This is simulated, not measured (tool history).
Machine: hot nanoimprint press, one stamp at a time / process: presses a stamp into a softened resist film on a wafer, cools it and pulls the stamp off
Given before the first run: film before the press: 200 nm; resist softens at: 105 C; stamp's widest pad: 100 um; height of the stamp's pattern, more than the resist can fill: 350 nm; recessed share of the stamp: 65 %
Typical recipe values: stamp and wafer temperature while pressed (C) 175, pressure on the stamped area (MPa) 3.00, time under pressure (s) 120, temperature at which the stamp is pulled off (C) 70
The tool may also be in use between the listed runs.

| run | hour | stamp and wafer temperature while pressed (C) | pressure on the stamped area (MPa) | time under pressure (s) | temperature at which the stamp is pulled off (C) | resist left under the stamp's widest pad (angstrom) | greatest force while the stamp is pulled off (N) |
|---|---|---|---|---|---|---|---|
| 1 | 0.0 | 175 | 3.00 | 120 | 70 | 914 | 155 |
| 2 | 54.0 | 175 | 3.00 | 120 | 70 | 917 | 159 |
| 3 | 102.1 | 175 | 3.00 | 120 | 70 | 922 | 161 |
| 4 | 157.8 | 175 | 3.00 | 120 | 70 | 917 | 159 |
| 5 | 189.0 | 180 | 3.00 | 120 | 70 | 769 | 156 |
| 6 | 238.3 | 175 | 3.00 | 120 | 60 | 915 | 183 |
| 7 | 285.1 | 175 | 3.00 | 149 | 60 | 848 | 175 |
| 8 | 336.5 | 175 | 3.00 | 149 | 60 | 852 | 179 |
|  | 362.6 | stamp cleaned and given a new release coat |
| 9 | 378.6 | 175 | 3.00 | 149 | 60 | 854 | 172 |
|  | 428.8 | plate thermocouple calibrated |
| 10 | 433.2 | 175 | 3.00 | 149 | 60 | 847 | 178 |
| 11 | 474.8 | 175 | 3.00 | 149 | 60 | 856 | 176 |
| 12 | 529.9 | 175 | 3.00 | 120 | 70 | 915 | 160 |
| 13 | 565.0 | 175 | 3.00 | 120 | 70 | 908 | 154 |
| 14 | 616.9 | 175 | 3.00 | 120 | 70 | 908 | 152 |
| 15 | 669.6 | 175 | 3.00 | 120 | 70 | 912 | 165 |
| 16 | 696.4 | 175 | 3.00 | 120 | 70 | 915 | 158 |
|  | 728.9 | stamp cleaned and given a new release coat |
| 17 | 750.4 | 181 | 3.00 | 120 | 74 | 737 | 150 |
| 18 | 785.5 | 175 | 1.96 | 120 | 70 | 1138 | 162 |
| 19 | 844.2 | 164 | 2.33 | 70 | 59 | 1610 | 183 |
| 20 | 889.7 | 164 | 2.33 | 70 | 59 | 1604 | 184 |
| 21 | 950.7 | 165 | 3.00 | 120 | 70 | 1289 | 154 |
|  | 971.2 | plate thermocouple calibrated |
| 22 | 1008.9 | 172 | 2.01 | 120 | 75 | 1225 | 150 |
| 23 | 1038.3 | 175 | 3.00 | 120 | 65 | 908 | 162 |
|  | 1059.0 | press's hydraulic seals changed and the load cell set to zero |
|  | 1100.2 | stamp cleaned and given a new release coat |
| 24 | 1101.4 | 175 | 3.00 | 120 | 65 | 902 | 163 |
| 25 | 1161.4 | 175 | 3.00 | 193 | 65 | 768 | 166 |
| 26 | 1215.2 | 175 | 3.00 | 114 | 70 | 916 | 157 |
| 27 | 1261.7 | 175 | 2.73 | 71 | 70 | 1112 | 160 |
| 28 | 1292.8 | 175 | 2.73 | 71 | 70 | 1110 | 161 |
| 29 | 1339.7 | 180 | 4.71 | 64 | 75 | 720 | 151 |
| 30 | 1392.8 | 180 | 4.71 | 64 | 75 | 721 | 148 |
| 31 | 1444.9 | 180 | 4.71 | 64 | 75 | 725 | 148 |

Hidden state or all else? Some run-to-run changes of resist left under the stamp's widest pad (angstrom), split into what the settings, what came in and random variation would give without the hidden state, and what is left for the hidden state (with any gauge scatter that isn't in both results):
Hidden state present: true temperature over the reading, C; pressure that arrives at the usual setting, %; grip of the stamp's worn release coat, % over a new coat's; drift of the gauge itself on residual_nm, %; drift of the gauge itself on pull_off_n, %.
Run 17 -> 18: stamp and wafer temperature while pressed (C) 181 -> 175, pressure on the stamped area (MPa) 3.00 -> 1.96, temperature at which the stamp is pulled off (C) 74 -> 70. resist left under the stamp's widest pad (angstrom) +401: hidden state -5, all else +406.
Run 18 -> 19: stamp and wafer temperature while pressed (C) 175 -> 164, pressure on the stamped area (MPa) 1.96 -> 2.33, time under pressure (s) 120 -> 70, temperature at which the stamp is pulled off (C) 70 -> 59. resist left under the stamp's widest pad (angstrom) +472: hidden state -7, all else +479.
Run 28 -> 29: stamp and wafer temperature while pressed (C) 175 -> 180, pressure on the stamped area (MPa) 2.73 -> 4.71, time under pressure (s) 71 -> 64, temperature at which the stamp is pulled off (C) 70 -> 75. resist left under the stamp's widest pad (angstrom) -390: hidden state +6, all else -396.
